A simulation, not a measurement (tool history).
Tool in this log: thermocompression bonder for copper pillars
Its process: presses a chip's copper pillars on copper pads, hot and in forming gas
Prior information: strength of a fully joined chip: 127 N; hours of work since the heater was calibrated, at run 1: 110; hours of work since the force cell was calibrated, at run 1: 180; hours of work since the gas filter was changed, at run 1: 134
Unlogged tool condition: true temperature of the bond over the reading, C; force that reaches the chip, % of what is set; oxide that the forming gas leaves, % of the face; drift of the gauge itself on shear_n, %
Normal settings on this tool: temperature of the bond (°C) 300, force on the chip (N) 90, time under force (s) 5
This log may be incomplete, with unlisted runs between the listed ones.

run   hour  temperature of the bond (°C)  force on the chip (N)  time under force (s)  hours of work since the heater was calibrated  hours of work since the force cell was calibrated  hours of work since the gas filter was changed  force that shears a chip off (N)
  1    0.0                           300                     90                     5                                            110                                                180                                             134                              59.9
  2   12.1                           300                     90                    12                                            117                                                187                                             141                              79.5
  3   27.1                           300                     90                    12                                            126                                                196                                             150                              79.6
  4   43.5                           300                     76                    12                                            136                                                205                                             159                              67.7
  5   55.1                           300                     76                     4                                            142                                                212                                             166                              46.3
  6   74.5                           300                     76                     4                                            153                                                223                                             177                              45.8
  7   88.6                           300                     76                     4                                            162                                                231                                             185                              46.3
  8   98.6                           299                     90                     5                                            167                                                237                                             191                              60.1
  9  112.9                           300                     90                     5                                            176                                                245                                             199                              59.9
 10  123.7                           300                     90                     5                                            182                                                251                                             205                              59.1
 11  137.4                           300                     90                     5                                            190                                                259                                             213                              59.7
 12  156.9                           300                     90                     5                                            201                                                271                                             225                              59.1
 13  170.4                           287                     90                     5                                            209                                                278                                             232                              51.7
 14  185.7                           287                     90                     5                                            218                                                287                                             241                              52.0
 15  204.8                           316                     90                     5                                            229                                                298                                             252                              69.2
 16  217.1                           316                     90                     5                                            236                                                305                                             259                              68.9
 17  236.1                           316                     90                     5                                            247                                                316                                             270                              69.8
     244.0  -- forming gas filter changed
 18  249.8                           316                     90                     5                                            254                                                324                                               3                              72.1
 19  259.5                           300                     90                     4                                            260                                                330                                               9                              56.1
 20  279.5                           300                     90                     4                                            272                                                341                                              20                              57.1
 21  291.8                           307                     89                     4                                            279                                                348                                              28                              59.9
 22  306.3                           307                     89                     4                                            287                                                357                                              36                              61.5
 23  317.0                           312                     57                     8                                            293                                                363                                              42                              50.3
 24  328.8                           312                     57                     8                                            300                                                370                                              49                              50.0
 25  341.0                           312                     57                     8                                            307                                                377                                              56                              49.8
 26  359.2                           287                     57                     5                                            318                                                387                                              67                              30.4
 27  374.5                           287                     57                     5                                            326                                                396                                              75                              30.4
     377.7  -- force cell calibrated
 28  395.4                           287                     57                     5                                            338                                                 10                                              87                              30.5
 29  403.5                           315                     55                     5                                            342                                                 15                                              91                              40.9
 30  414.0                           283                     65                    12                                            348                                                 21                                              97                              48.6
 31  431.5                           276                     65                    12                                            359                                                 31                                             107                              44.3
 32  451.5                           276                     65                    12                                            370                                                 43                                             119                              46.0
     461.4  -- force cell calibrated, once more
 33  467.2                           276                     65                    12                                            378                                                  3                                             127                              45.1
 34  478.1                           276                     65                    12                                            385                                                 10                                             133                              44.8
 35  489.8                           325                     67                     4                                            391                                                 16                                             140                              52.5
 36  507.6                           325                     67                     4                                            402                                                 27                                             151                              53.5
 37  522.7                           298                     97                     4                                            410                                                 35                                             159                              59.8
 38  540.0                           298                     97                     4                                            420                                                 45                                             169                              60.5
 39  558.4                           290                     90                     3                                            431                                                 56                                             180                              45.3

Hidden condition of the tool, last listed run before each entry between runs versus first listed run after:
Logged between run 17 and run 18: forming gas filter changed (hour 244.0)
  oxide that the forming gas leaves, % of the face: 4.45 -> 0.58
  what was measured, less what the result would be without the hidden state, force that shears a chip off (N): -2.9 -> +0.0
Logged between run 27 and run 28: force cell calibrated (hour 377.7)
  true temperature of the bond over the reading, C: 1.8 -> 1.9; force that reaches the chip, % of what is set: 98.7 -> 98.4; oxide that the forming gas leaves, % of the face: 1.64 -> 1.8
  what was measured, less what the result would be without the hidden state, force that shears a chip off (N): -0.2 -> -0.3
Logged between run 32 and run 33: force cell calibrated, once more (hour 461.4)
  force that reaches the chip, % of what is set: 98.3 -> 99.3; oxide that the forming gas leaves, % of the face: 2.29 -> 2.4
  what was measured, less what the result would be without the hidden state, force that shears a chip off (N): -0.6 -> -0.1

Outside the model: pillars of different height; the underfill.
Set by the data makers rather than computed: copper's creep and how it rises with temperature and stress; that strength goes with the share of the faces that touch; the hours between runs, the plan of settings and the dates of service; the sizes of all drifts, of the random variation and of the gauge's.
